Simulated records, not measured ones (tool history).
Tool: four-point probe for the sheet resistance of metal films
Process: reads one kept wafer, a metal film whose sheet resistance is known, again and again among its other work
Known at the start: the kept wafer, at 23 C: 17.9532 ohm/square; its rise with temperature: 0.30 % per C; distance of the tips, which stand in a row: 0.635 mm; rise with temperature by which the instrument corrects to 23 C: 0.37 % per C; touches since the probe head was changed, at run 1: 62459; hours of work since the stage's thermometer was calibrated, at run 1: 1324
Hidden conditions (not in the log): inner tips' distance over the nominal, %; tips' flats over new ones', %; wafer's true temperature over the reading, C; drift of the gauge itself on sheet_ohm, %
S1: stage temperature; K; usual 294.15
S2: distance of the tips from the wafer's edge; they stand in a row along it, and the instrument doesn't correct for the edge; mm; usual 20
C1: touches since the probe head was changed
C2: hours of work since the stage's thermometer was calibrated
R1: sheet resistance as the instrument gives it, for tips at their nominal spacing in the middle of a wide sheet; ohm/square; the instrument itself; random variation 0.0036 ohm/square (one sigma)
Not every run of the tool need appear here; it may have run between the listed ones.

Run 1, hour 0: usual settings; C1 62459; C2 1324. Result: R1 18.024898 ohm/square.
At hour 33.2: stage's thermometer calibrated.
Run 2, hour 134.5: usual settings; C1 65930; C2 52. Result: R1 18.036746 ohm/square.
Run 3, hour 259.8: usual settings; C1 69175; C2 115. Result: R1 18.043161 ohm/square.
Run 4, hour 346.8: usual settings; C1 71426; C2 160. Result: R1 18.044831 ohm/square.
Run 5, hour 465.8: usual settings; C1 74508; C2 220. Result: R1 18.043668 ohm/square.
Run 6, hour 589.8: usual settings but S1 292.15 K; C1 77719; C2 283. Result: R1 18.076617 ohm/square.
Run 7, hour 708.2: usual settings; C1 80785; C2 344. Result: R1 18.052514 ohm/square.
Run 8, hour 770.1: usual settings; C1 82389; C2 375. Result: R1 18.052804 ohm/square.
Run 9, hour 878.3: usual settings but S1 295.15 K; C1 85190; C2 430. Result: R1 18.042086 ohm/square.
Run 10, hour 987.9: usual settings but S1 295.15 K; C1 88027; C2 486. Result: R1 18.040965 ohm/square.
Run 11, hour 1064.2: usual settings but S1 301.15 K, S2 12 mm; C1 90003; C2 525. Result: R1 17.986751 ohm/square.
Run 12, hour 1143.9: usual settings but S2 16 mm; C1 92066; C2 566. Result: R1 18.063547 ohm/square.
Run 13, hour 1274.3: usual settings but S1 298.15 K, S2 3 mm; C1 95445; C2 632. Result: R1 18.426237 ohm/square.
Run 14, hour 1342.8: usual settings but S1 298.15 K, S2 3 mm; C1 97218; C2 667. Result: R1 18.427816 ohm/square.
Run 15, hour 1483.3: usual settings but S1 298.15 K, S2 3 mm; C1 100856; C2 738. Result: R1 18.429695 ohm/square.
Run 16, hour 1623.2: usual settings but S1 298.15 K, S2 3 mm; C1 104479; C2 810. Result: R1 18.434589 ohm/square.
Run 17, hour 1750.4: usual settings but S1 292.15 K, S2 3 mm; C1 107772; C2 874. Result: R1 18.50557 ohm/square.

Consider 4 possible next runs. They are alternatives, not a sequence: every one starts from the tool as it was left by run 17. What does each give?
Run A, hour 1859.3: usual settings but S1 301.15 K, S2 13 mm; C1 110592; C2 930. Result: R1 ?.
Run B, hour 1859.3: usual settings but S2 48 mm; C1 110592; C2 930. Result: R1 ?.
Run C, hour 1859.3: usual settings but S1 297.15 K, S2 13 mm; C1 110592; C2 930. Result: R1 ?.
Run D, hour 1859.3: usual settings but S1 298.15 K, S2 9 mm; C1 110592; C2 930. Result: R1 ?.

run         R1
  A  17.991472
  B   18.06355
  C    18.0446
  D  18.052971
The same runs, with their run-to-run variation unchanged, on a tool lacking any hidden condition would have given:
run         R1
  A  17.910183
  B  17.982097
  C  17.963167
  D  17.971485
